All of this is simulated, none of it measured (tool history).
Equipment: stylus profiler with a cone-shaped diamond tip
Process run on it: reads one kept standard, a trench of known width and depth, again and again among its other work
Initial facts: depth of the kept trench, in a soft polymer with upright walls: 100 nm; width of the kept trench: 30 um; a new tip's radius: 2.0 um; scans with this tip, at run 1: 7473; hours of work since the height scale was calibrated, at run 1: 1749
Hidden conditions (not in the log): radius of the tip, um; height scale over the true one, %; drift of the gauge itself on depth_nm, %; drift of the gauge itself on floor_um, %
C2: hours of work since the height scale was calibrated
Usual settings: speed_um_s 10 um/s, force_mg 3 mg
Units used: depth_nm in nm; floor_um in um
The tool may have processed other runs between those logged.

Run 1, day 0: usual settings; scans with this tip 7473; C2 1749. Result: depth_nm 102.14 nm, floor_um 27.95 um.
Run 2, day 1.546: usual settings; scans with this tip 7595; C2 1777. Result: depth_nm 102.08 nm, floor_um 27.87 um.
Run 3, day 3.258: usual settings; scans with this tip 7731; C2 1809. Result: depth_nm 102.14 nm, floor_um 27.89 um.
Run 4, day 4.708: usual settings; scans with this tip 7846; C2 1836. Result: depth_nm 102.14 nm, floor_um 27.87 um.
Run 5, day 6.25: usual settings but speed_um_s 39 um/s; scans with this tip 7968; C2 1865. Result: depth_nm 102.17 nm, floor_um 27.73 um.
Run 6, day 7.712: usual settings but speed_um_s 39 um/s; scans with this tip 8084; C2 1892. Result: depth_nm 102.12 nm, floor_um 27.78 um.
At day 7.946: new tip fitted, height scale calibrated.
Run 7, day 9.446: usual settings but speed_um_s 8 um/s; scans with this tip 119; C2 28. Result: depth_nm 101.84 nm, floor_um 28.7 um.
Run 8, day 10.258: usual settings; scans with this tip 183; C2 43. Result: depth_nm 101.87 nm, floor_um 28.72 um.
Run 9, day 11.254: usual settings; scans with this tip 262; C2 61. Result: depth_nm 101.8 nm, floor_um 28.69 um.
Run 10, day 12.096: usual settings but force_mg 1.28 mg; scans with this tip 329; C2 77. Result: depth_nm 101 nm, floor_um 28.68 um.
Run 11, day 13.7: usual settings; scans with this tip 456; C2 107. Result: depth_nm 101.81 nm, floor_um 28.69 um.
Run 12, day 15.208: usual settings; scans with this tip 575; C2 135. Result: depth_nm 101.81 nm, floor_um 28.63 um.
Run 13, day 16.388: usual settings; scans with this tip 669; C2 157. Result: depth_nm 101.81 nm, floor_um 28.59 um.
Run 14, day 18.083: usual settings; scans with this tip 803; C2 188. Result: depth_nm 101.89 nm, floor_um 28.65 um.
Run 15, day 19.142: usual settings but speed_um_s 14 um/s; scans with this tip 887; C2 208. Result: depth_nm 101.83 nm, floor_um 28.57 um.
Run 16, day 20.333: usual settings but speed_um_s 14 um/s; scans with this tip 982; C2 230. Result: depth_nm 101.81 nm, floor_um 28.55 um.
Run 17, day 21.979: usual settings but speed_um_s 14 um/s; scans with this tip 1112; C2 260. Result: depth_nm 101.83 nm, floor_um 28.55 um.
Run 18, day 23.4: usual settings but speed_um_s 14 um/s; scans with this tip 1225; C2 287. Result: depth_nm 101.82 nm, floor_um 28.53 um.
Run 19, day 24.325: usual settings but speed_um_s 14 um/s; scans with this tip 1298; C2 304. Result: depth_nm 101.89 nm, floor_um 28.57 um.
Run 20, day 25.988: usual settings but speed_um_s 14 um/s; scans with this tip 1430; C2 335. Result: depth_nm 101.87 nm, floor_um 28.59 um.
At day 26.162: height scale calibrated on a step standard.
Run 21, day 27.442: usual settings but speed_um_s 2 um/s; scans with this tip 1543; C2 24. Result: depth_nm 101.85 nm, floor_um 28.53 um.
Run 22, day 28.75: usual settings but speed_um_s 2 um/s; scans with this tip 1647; C2 48. Result: depth_nm 101.88 nm, floor_um 28.54 um.
Run 23, day 30.554: usual settings but force_mg 1.57 mg; scans with this tip 1790; C2 81. Result: depth_nm 101.16 nm, floor_um 28.52 um.
Run 24, day 31.996: usual settings but force_mg 1.57 mg; scans with this tip 1904; C2 108. Result: depth_nm 101.24 nm, floor_um 28.47 um.
At day 33.142: height scale calibrated on a step standard, once more.
Run 25, day 33.571: usual settings but speed_um_s 4 um/s, force_mg 3.23 mg; scans with this tip 2027; C2 8. Result: depth_nm 102.02 nm, floor_um 28.48 um.
Run 26, day 34.467: usual settings but speed_um_s 7 um/s, force_mg 1.8 mg; scans with this tip 2098; C2 25. Result: depth_nm 101.38 nm, floor_um 28.45 um.
Run 27, day 35.45: usual settings but speed_um_s 3 um/s, force_mg 4.72 mg; scans with this tip 2176; C2 43. Result: depth_nm 102.59 nm, floor_um 28.5 um.
Run 28, day 36.25: usual settings but force_mg 3.01 mg; scans with this tip 2240; C2 58. Result: depth_nm 101.92 nm, floor_um 28.44 um.
Run 29, day 38.104: usual settings but speed_um_s 20 um/s, force_mg 1.02 mg; scans with this tip 2387; C2 92. Result: depth_nm 100.99 nm, floor_um 28.36 um.
Run 30, day 39.192: usual settings but speed_um_s 9 um/s, force_mg 1.07 mg; scans with this tip 2473; C2 112. Result: depth_nm 101.09 nm, floor_um 28.44 um.
Run 31, day 40.9: usual settings but speed_um_s 2 um/s, force_mg 1.21 mg; scans with this tip 2608; C2 144. Result: depth_nm 101.08 nm, floor_um 28.46 um.
Run 32, day 42.429: usual settings but speed_um_s 2 um/s, force_mg 1.21 mg; scans with this tip 2730; C2 172. Result: depth_nm 101.06 nm, floor_um 28.48 um.
Run 33, day 43.458: usual settings but speed_um_s 2 um/s, force_mg 5.35 mg; scans with this tip 2811; C2 191. Result: depth_nm 102.87 nm, floor_um 28.42 um.
Run 34, day 44.542: usual settings but speed_um_s 26 um/s, force_mg 1.46 mg; scans with this tip 2897; C2 211. Result: depth_nm 101.27 nm, floor_um 28.27 um.
Run 35, day 45.821: usual settings but speed_um_s 23 um/s, force_mg 6.26 mg; scans with this tip 2998; C2 235. Result: depth_nm 103.13 nm, floor_um 28.34 um.
Run 36, day 46.608: usual settings but speed_um_s 21 um/s, force_mg 2.06 mg; scans with this tip 3061; C2 250. Result: depth_nm 101.54 nm, floor_um 28.24 um.
Run 37, day 47.95: usual settings but speed_um_s 2 um/s, force_mg 1.09 mg; scans with this tip 3167; C2 275. Result: depth_nm 100.99 nm, floor_um 28.34 um.
Run 38, day 49.567: usual settings but speed_um_s 2 um/s, force_mg 1.09 mg; scans with this tip 3295; C2 305. Result: depth_nm 101.02 nm, floor_um 28.36 um.
Run 39, day 51.396: usual settings but speed_um_s 14 um/s, force_mg 4.15 mg; scans with this tip 3440; C2 338. Result: depth_nm 102.45 nm, floor_um 28.31 um.
Run 40, day 52.55: usual settings but speed_um_s 2 um/s, force_mg 1.52 mg; scans with this tip 3531; C2 360. Result: depth_nm 101.3 nm, floor_um 28.35 um.

Expected results for the next run?
Run 41, day 53.912: usual settings but speed_um_s 2 um/s, force_mg 1.52 mg; scans with this tip 3639; C2 385. Result: depth_nm ?, floor_um ?.

Run 41 yielded depth_nm 101.3 nm, floor_um 28.32 um.
On a tool with no hidden condition, and with the same random variation, this run would have come out at depth_nm 101.19 nm, floor_um 28.73 um.
